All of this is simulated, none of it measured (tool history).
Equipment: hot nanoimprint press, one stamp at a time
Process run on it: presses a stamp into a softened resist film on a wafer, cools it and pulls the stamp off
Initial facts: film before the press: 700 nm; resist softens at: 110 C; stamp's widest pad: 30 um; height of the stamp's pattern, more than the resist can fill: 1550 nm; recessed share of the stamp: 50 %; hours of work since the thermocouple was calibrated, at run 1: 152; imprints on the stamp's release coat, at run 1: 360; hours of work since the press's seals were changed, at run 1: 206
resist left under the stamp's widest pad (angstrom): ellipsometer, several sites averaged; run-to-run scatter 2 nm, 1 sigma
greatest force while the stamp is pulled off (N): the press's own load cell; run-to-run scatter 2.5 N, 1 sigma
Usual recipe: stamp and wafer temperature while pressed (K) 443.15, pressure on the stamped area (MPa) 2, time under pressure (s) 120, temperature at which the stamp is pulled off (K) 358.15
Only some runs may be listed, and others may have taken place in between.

run	hour	stamp and wafer temperature while pressed (K)	pressure on the stamped area (MPa)	time under pressure (s)	temperature at which the stamp is pulled off (K)	hours of work since the thermocouple was calibrated	imprints on the stamp's release coat	hours of work since the press's seals were changed	resist left under the stamp's widest pad (angstrom)	greatest force while the stamp is pulled off (N)
1	0	443.15	2	120	358.15	152	360	206	3417	115
2	43.5	443.15	2	120	358.15	171	432	226	3357	115
3	97.7	443.15	2	120	358.15	196	522	251	3403	117
4	134.1	443.15	2	120	358.15	213	582	268	3427	119
5	173.8	443.15	2	187	358.15	231	647	286	2842	118
6	211.4	443.15	2	120	358.15	248	710	303	3406	122
7	264.7	443.15	2	120	358.15	273	798	327	3403	114
8	321.7	454.15	2	120	358.15	299	892	354	2212	115
9	379.9	454.15	2	120	358.15	325	988	380	2214	121
10	425.8	454.15	2	120	358.15	346	1064	401	2239	115
11	485.7	454.15	2	120	354.15	374	1163	428	2230	128
12	522.4	443.15	2	120	358.15	390	1224	445	3377	117
# hour 551.3: plate thermocouple calibrated
13	566.6	440.15	1.91	120	358.15	7	1292	464	3850	121
14	597.3	451.15	1.91	219	358.15	21	1343	478	1954	119
15	629.4	444.15	2.14	106	366.15	36	1396	493	3301	99
16	684.6	444.15	2.14	106	366.15	61	1487	518	3273	98
17	750.4	445.15	1.51	69	349.15	91	1596	548	4179	143
18	818	438.15	3.11	215	358.15	122	1708	579	2729	119
19	872.1	443.15	2	162	358.15	147	1797	604	2990	117
20	911.2	443.15	1.2	200	358.15	165	1862	622	3390	117
21	963.7	443.15	1.2	200	358.15	189	1949	646	3416	116
22	1012.3	443.15	1.2	200	354.15	211	2029	668	3432	133
23	1048.7	434.15	1.94	155	361.15	227	2089	685	4299	110

Each row is a separate what-if for the run after 23, all from the same tool condition, not one after another. Results?
A	1089.4	449.15	2.17	120	351.15	246	2156	703	?	?
B	1089.4	443.15	2.24	133	358.15	246	2156	703	?	?
C	1089.4	443.15	2	79	358.15	246	2156	703	?	?
D	1089.4	443.15	2	120	359.15	246	2156	703	?	?
E	1089.4	451.15	2	175	358.15	246	2156	703	?	?

run	resist left under the stamp's widest pad (angstrom)	greatest force while the stamp is pulled off (N)
A	2576	133
B	3070	123
C	3920	116
D	3333	114
E	2098	121
Stripped of hidden state, with their random variation kept, the same runs would have yielded:
run	resist left under the stamp's widest pad (angstrom)	greatest force while the stamp is pulled off (N)
A	2622	131
B	3125	122
C	3989	114
D	3393	113
E	2136	119
